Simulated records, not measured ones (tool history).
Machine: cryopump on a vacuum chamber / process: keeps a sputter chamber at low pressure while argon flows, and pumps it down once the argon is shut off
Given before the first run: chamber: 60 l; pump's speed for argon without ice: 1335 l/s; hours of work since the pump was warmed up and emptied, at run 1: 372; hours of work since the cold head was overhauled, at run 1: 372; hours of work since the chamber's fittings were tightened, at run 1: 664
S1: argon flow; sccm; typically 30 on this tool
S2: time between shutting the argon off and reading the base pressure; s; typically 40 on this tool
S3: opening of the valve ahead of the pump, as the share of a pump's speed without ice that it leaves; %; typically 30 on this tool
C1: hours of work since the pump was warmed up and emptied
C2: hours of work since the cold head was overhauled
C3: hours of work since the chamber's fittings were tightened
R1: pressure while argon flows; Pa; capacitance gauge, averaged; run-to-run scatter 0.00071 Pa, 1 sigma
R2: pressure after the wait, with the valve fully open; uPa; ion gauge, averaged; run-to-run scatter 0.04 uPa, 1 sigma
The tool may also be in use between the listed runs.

run	hour	S1	S2	S3	C1	C2	C3	R1	R2
1	0.0	30	40	30	372	372	664	0.1322	2.82
2	91.4	30	40	30	440	440	732	0.1334	2.77
3	151.5	30	40	49	485	485	777	0.0847	2.91
4	205.1	30	40	49	524	524	816	0.0859	2.93
5	292.3	30	40	49	589	589	881	0.0868	2.92
# hour 315.1: pump warmed up, emptied and cooled again
6	377.6	30	22	30	46	649	941	0.1278	4.66
7	461.9	30	40	30	109	711	1003	0.1283	2.86
8	513.6	30	40	30	147	750	1042	0.1290	2.94
9	615.1	30	40	30	223	825	1117	0.1293	2.95
10	690.1	30	40	30	278	881	1173	0.1314	3.12
11	746.3	30	40	30	320	923	1215	0.1313	3.14
12	847.0	30	40	30	395	997	1289	0.1324	3.12
13	953.7	30	40	22	474	1076	1368	0.1788	3.29
14	1050.7	55	40	30	546	1148	1440	0.2460	3.36
# hour 1131.6: pump warmed up, emptied and cooled again
15	1163.1	55	40	30	23	1228	1520	0.2348	3.14
16	1239.8	55	40	30	80	1285	1577	0.2357	3.26
17	1348.0	30	40	48	161	1365	1657	0.0817	3.39
18	1419.1	31	40	30	213	1418	1710	0.1341	3.37
19	1505.5	15	40	30	278	1482	1774	0.0662	3.40
20	1578.3	36	40	31	332	1536	1828	0.1530	3.49
21	1643.9	17	30	50	380	1585	1877	0.0468	4.10
22	1720.6	30	189	36	437	1642	1934	0.1119	1.94
23	1818.4	30	189	36	510	1715	2007	0.1127	2.03
24	1891.1	30	189	36	564	1769	2061	0.1136	2.12
# hour 1951.8: pump warmed up, emptied and cooled again
25	1997.2	30	40	37	34	1844	2136	0.1047	3.54
26	2094.3	30	40	37	106	1916	2208	0.1050	3.59
27	2150.7	30	40	22	148	1958	2250	0.1764	3.66
28	2246.8	22	106	30	219	2029	2321	0.0956	2.43
29	2308.7	20	111	58	265	2075	2367	0.0471	2.50
30	2413.7	59	149	16	343	2153	2445	0.4799	2.39
31	2465.0	59	149	16	381	2191	2483	0.4787	2.40
32	2517.7	28	63	38	420	2230	2522	0.0993	3.27
33	2610.2	30	40	17	489	2299	2591	0.2312	4.04

Consider 5 possible next runs. They are alternatives, not a sequence: every one starts from the tool as it was left by run 33. What does each give?
A	2658.8	47	40	30	525	2335	2627	?	?
B	2658.8	30	35	20	525	2335	2627	?	?
C	2658.8	30	40	22	525	2335	2627	?	?
D	2658.8	44	47	17	525	2335	2627	?	?
E	2658.8	30	40	52	525	2335	2627	?	?

run	R1	R2
A	0.2120	4.27
B	0.1977	4.35
C	0.1823	4.11
D	0.3408	3.80
E	0.0815	4.11
Without the tool's unlogged condition, the same runs would have read:
run	R1	R2
A	0.1979	2.40
B	0.1887	2.56
C	0.1732	2.31
D	0.3276	2.00
E	0.0725	2.30
